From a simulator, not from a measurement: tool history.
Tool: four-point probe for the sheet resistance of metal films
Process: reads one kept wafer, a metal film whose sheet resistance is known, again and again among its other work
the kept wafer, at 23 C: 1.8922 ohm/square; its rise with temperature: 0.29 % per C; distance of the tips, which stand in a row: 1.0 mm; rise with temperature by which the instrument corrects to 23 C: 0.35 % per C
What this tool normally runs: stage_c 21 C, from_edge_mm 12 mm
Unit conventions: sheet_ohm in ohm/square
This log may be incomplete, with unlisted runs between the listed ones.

Run 1, hour 0: usual settings. Result: sheet_ohm 1.901217 ohm/square.
Run 2, hour 17.1: usual settings but from_edge_mm 48 mm. Result: sheet_ohm 1.894917 ohm/square.
Run 3, hour 33.4: usual settings but stage_c 29 C. Result: sheet_ohm 1.892449 ohm/square.
Run 4, hour 50.9: usual settings but from_edge_mm 19 mm. Result: sheet_ohm 1.898034 ohm/square.
Run 5, hour 66.6: usual settings but from_edge_mm 19 mm. Result: sheet_ohm 1.897189 ohm/square.
Run 6, hour 80.6: usual settings but from_edge_mm 30 mm. Result: sheet_ohm 1.895661 ohm/square.
Run 7, hour 91: usual settings but from_edge_mm 30 mm. Result: sheet_ohm 1.8962 ohm/square.
Run 8, hour 108.1: usual settings. Result: sheet_ohm 1.901854 ohm/square.
Run 9, hour 123.9: usual settings but from_edge_mm 21 mm. Result: sheet_ohm 1.897003 ohm/square.
Run 10, hour 135.9: usual settings. Result: sheet_ohm 1.901532 ohm/square.
Run 11, hour 147.8: usual settings but from_edge_mm 17 mm. Result: sheet_ohm 1.896988 ohm/square.
Run 12, hour 169.5: usual settings. Result: sheet_ohm 1.901239 ohm/square.
Run 13, hour 180.7: usual settings. Result: sheet_ohm 1.902167 ohm/square.
At hour 183.3: stage's thermometer calibrated.
Run 14, hour 198.8: usual settings but stage_c 34 C, from_edge_mm 6 mm. Result: sheet_ohm 1.90638 ohm/square.
Run 15, hour 212.6: usual settings but stage_c 34 C, from_edge_mm 6 mm. Result: sheet_ohm 1.906598 ohm/square.
Run 16, hour 229.8: usual settings but stage_c 32 C. Result: sheet_ohm 1.888177 ohm/square.
Run 17, hour 247.1: usual settings but stage_c 29 C, from_edge_mm 21 mm. Result: sheet_ohm 1.886638 ohm/square.

What does the tool deliver on the next run?
Run 18, hour 261.7: usual settings but stage_c 26 C, from_edge_mm 9 mm. Result: sheet_ohm ?.

Run 18 gave sheet_ohm 1.89933 ohm/square.
Were there no unlogged condition in the tool, this run, its random variation unchanged, would have produced sheet_ohm 1.901098 ohm/square.

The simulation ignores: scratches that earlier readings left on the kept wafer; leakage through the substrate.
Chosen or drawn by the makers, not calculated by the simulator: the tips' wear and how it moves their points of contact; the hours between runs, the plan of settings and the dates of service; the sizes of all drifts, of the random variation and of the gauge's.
